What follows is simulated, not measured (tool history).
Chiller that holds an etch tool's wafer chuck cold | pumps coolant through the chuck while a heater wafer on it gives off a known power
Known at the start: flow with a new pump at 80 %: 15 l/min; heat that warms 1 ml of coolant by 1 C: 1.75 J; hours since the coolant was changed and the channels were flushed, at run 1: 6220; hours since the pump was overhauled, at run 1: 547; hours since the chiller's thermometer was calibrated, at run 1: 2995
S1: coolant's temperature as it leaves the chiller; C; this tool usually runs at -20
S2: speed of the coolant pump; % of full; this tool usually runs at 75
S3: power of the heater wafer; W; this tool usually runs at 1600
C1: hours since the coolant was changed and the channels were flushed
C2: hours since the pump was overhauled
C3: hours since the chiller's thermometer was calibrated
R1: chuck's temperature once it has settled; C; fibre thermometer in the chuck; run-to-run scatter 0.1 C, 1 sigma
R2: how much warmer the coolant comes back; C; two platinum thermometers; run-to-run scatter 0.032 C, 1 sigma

run,hour,S1,S2,S3,C1,C2,C3,R1,R2
1,0,-20,75,1600,6220,547,2995,-3.7,3.91
2,68.9,-20,75,1600,6289,616,3064,-3.7,3.92
# hour 92.3: coolant changed, channels flushed
3,119.1,-20,75,1600,27,661,3108,-3.6,3.91
4,197.2,-20,71,1600,105,739,3186,-2.8,4.16
5,259.6,-20,71,1600,167,801,3248,-3.1,4.18
6,310.7,-20,71,1600,218,852,3299,-3.1,4.13
7,378.4,-20,75,1081,286,920,3367,-9,2.68
8,452,-20,75,1600,360,993,3441,-3.8,3.91
9,491.7,-20,75,1600,399,1033,3480,-3.7,4
10,552.6,-20,75,1600,460,1094,3541,-3.8,3.99
11,608,-20,75,1600,516,1149,3597,-3.8,3.93
12,663.7,-20,77,1856,571,1205,3652,-1.5,4.45
13,697.2,-30,75,1278,605,1239,3686,-17.1,3.23
14,751.1,-20,75,1156,659,1293,3740,-8.3,2.96
15,827.7,-20,83,1439,735,1369,3816,-6.4,3.31
16,882.7,-20,83,1439,790,1424,3871,-6.5,3.34
17,921.2,-20,75,1600,829,1463,3910,-3.7,4.04
18,1000.3,-20,64,1868,908,1542,3989,1.3,5.46
19,1063.1,-20,64,1868,971,1605,4052,1.3,5.51
20,1125.5,-25,75,1600,1033,1667,4114,-8.8,4.04
21,1197.1,-25,75,1600,1105,1739,4186,-8.6,4.08
22,1259.8,-20,64,1600,1168,1801,4248,-1.6,4.71

Consider 4 possible next runs. They are alternatives, not a sequence: every one starts from the tool as it was left by run 22. What does each give?
A,1300,-20,62,835,1208,1841,4289,?,?
B,1300,-20,75,1305,1208,1841,4289,?,?
C,1300,-30,72,1207,1208,1841,4289,?,?
D,1300,-20,85,1842,1208,1841,4289,?,?

run,R1,R2
A,-10.3,2.63
B,-6.6,3.38
C,-17.2,3.35
D,-2.8,4.19
With no hidden state in the tool, these same runs would have given:
run,R1,R2
A,-10.3,2.42
B,-6.6,3.16
C,-17.2,3.14
D,-2.8,3.98

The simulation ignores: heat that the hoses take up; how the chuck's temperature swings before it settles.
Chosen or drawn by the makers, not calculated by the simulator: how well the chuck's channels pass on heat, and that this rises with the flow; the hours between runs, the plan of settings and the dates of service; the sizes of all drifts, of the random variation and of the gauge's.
